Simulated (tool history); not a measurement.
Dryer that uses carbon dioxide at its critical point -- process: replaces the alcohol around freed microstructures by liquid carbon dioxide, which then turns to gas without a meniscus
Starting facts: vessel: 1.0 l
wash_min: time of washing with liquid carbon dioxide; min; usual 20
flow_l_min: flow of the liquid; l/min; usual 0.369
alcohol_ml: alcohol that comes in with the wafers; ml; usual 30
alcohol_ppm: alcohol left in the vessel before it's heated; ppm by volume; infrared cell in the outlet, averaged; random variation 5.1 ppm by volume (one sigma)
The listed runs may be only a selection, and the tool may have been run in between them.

run     day  wash_min  flow_l_min  alcohol_ml  alcohol_ppm
  1   0.000        20       0.369          30          116
  2   0.542        14       0.369          30          461
  3   1.217        14       0.369          30          474
  4   1.992        20       0.369          30          126
  5   2.833        28       0.369          30           70
  6   4.096        28       0.369          30           85
  7   4.829        15       0.369          30          391
  8   5.779        30       0.465          26           83
  9   6.658        30       0.465          26           76
 10   7.546        21       0.353          26          138
 11   8.108        17       0.353          26          280
 12   9.067        20       0.609          30           97
 13  10.046        15       0.369          70          860

Forecast each of these 5 alternatives for the next run:
  A  10.875        20       0.391          30            ?
  B  10.875        15       0.504          27            ?
  C  10.875        20       0.400          34            ?
  D  10.875        29       0.369          29            ?
  E  10.875        24       0.258         104            ?

run  alcohol_ppm
  A          156
  B          140
  C          145
  D          108
  E          905
Stripped of hidden state, with their random variation kept, the same runs would have yielded:
run  alcohol_ppm
  A           51
  B           34
  C           39
  D            8
  E          674
